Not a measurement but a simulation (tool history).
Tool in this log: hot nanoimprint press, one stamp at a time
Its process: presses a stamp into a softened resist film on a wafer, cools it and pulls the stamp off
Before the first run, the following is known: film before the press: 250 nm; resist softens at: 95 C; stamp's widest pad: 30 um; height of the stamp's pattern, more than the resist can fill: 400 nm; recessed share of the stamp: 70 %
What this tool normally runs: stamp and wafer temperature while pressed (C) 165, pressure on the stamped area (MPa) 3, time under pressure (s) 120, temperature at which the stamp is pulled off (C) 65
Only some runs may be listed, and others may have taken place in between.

run	hour	stamp and wafer temperature while pressed (C)	pressure on the stamped area (MPa)	time under pressure (s)	temperature at which the stamp is pulled off (C)	resist left under the stamp's widest pad (Å)	greatest force while the stamp is pulled off (N)
1	0	165	3	120	65	1437	193
2	11.2	165	3	120	65	1416	186
3	17.7	165	3	120	65	1426	190
4	29.3	165	3	120	65	1435	191
5	35.1	165	3	120	65	1439	192
6	42.9	165	3	120	65	1457	191
7	51.1	165	3	120	65	1433	193
8	60.2	165	3	120	65	1435	192
9	71.1	165	3	109	65	1475	194
10	80.8	169	3	120	65	1301	195
11	86.5	169	3	120	65	1304	194
12	96	168	3	120	65	1325	195
13	105.2	165	3	120	65	1438	201
14	113.4	166	3	120	56	1403	225
15	118.5	165	2.8	120	65	1478	200
16	126.3	160	3.25	121	59	1569	213
17	133.3	160	2.3	133	69	1723	187
18	144.7	161	2.98	133	69	1560	192
19	150.6	161	2.98	133	69	1555	188
20	156.6	165	3	132	57	1394	221
21	166.3	165	3	132	57	1396	224
22	175.6	170	2.55	78	65	1554	201

Run 23 has not been measured yet. What should we expect?
23	181.3	165	3.27	133	62	?	?

Run 23 produced resist left under the stamp's widest pad (Å) 1363, greatest force while the stamp is pulled off (N) 209.
With no hidden state in the tool, this same run would have given resist left under the stamp's widest pad (Å) 1286, greatest force while the stamp is pulled off (N) 182.

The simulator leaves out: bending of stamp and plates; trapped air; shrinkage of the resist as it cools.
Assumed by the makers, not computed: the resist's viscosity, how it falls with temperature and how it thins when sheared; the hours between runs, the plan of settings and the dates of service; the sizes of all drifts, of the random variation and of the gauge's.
